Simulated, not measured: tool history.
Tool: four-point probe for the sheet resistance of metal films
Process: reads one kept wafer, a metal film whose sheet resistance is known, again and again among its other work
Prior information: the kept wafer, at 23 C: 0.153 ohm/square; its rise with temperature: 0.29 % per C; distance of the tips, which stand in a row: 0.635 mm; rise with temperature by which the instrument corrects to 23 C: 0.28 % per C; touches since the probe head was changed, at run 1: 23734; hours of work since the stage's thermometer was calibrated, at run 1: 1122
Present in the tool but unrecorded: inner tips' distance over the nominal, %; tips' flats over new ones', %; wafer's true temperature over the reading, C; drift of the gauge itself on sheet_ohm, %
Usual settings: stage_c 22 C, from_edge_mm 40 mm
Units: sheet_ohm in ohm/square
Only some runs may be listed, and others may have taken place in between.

| run | hour | stage_c | from_edge_mm | touches since the probe head was changed | hours of work since the stage's thermometer was calibrated | sheet_ohm |
|---|---|---|---|---|---|---|
| 1 | 0 | 22 | 40 | 23734 | 1122 | 0.153633 |
| 2 | 17.6 | 22 | 40 | 24534 | 1132 | 0.153625 |
| 3 | 32.7 | 22 | 40 | 25222 | 1142 | 0.153625 |
| 4 | 47.4 | 22 | 40 | 25889 | 1151 | 0.153583 |
|  | 49.9 | stage's thermometer calibrated |
| 5 | 77.8 | 22 | 40 | 27245 | 17 | 0.153651 |
| 6 | 104.4 | 24 | 40 | 28455 | 34 | 0.153651 |
| 7 | 132.6 | 24 | 40 | 29737 | 51 | 0.15366 |
|  | 143 | stage's thermometer calibrated, once more |
| 8 | 161.2 | 23 | 57 | 31014 | 11 | 0.153413 |
| 9 | 183.5 | 23 | 57 | 32027 | 25 | 0.153361 |
| 10 | 205.1 | 24 | 16 | 33009 | 38 | 0.153498 |

Each row is a separate what-if for the run after 10, all from the same tool condition, not one after another. Results?
| A | 235.9 | 21 | 24 | 34411 | 57 | ? |
| B | 235.9 | 20 | 9 | 34411 | 57 | ? |
| C | 235.9 | 24 | 40 | 34411 | 57 | ? |

| run | sheet_ohm |
|---|---|
| A | 0.153401 |
| B | 0.153674 |
| C | 0.153423 |
Had the tool no hidden state, the same runs would have come out as:
| run | sheet_ohm |
|---|---|
| A | 0.153051 |
| B | 0.153324 |
| C | 0.153073 |
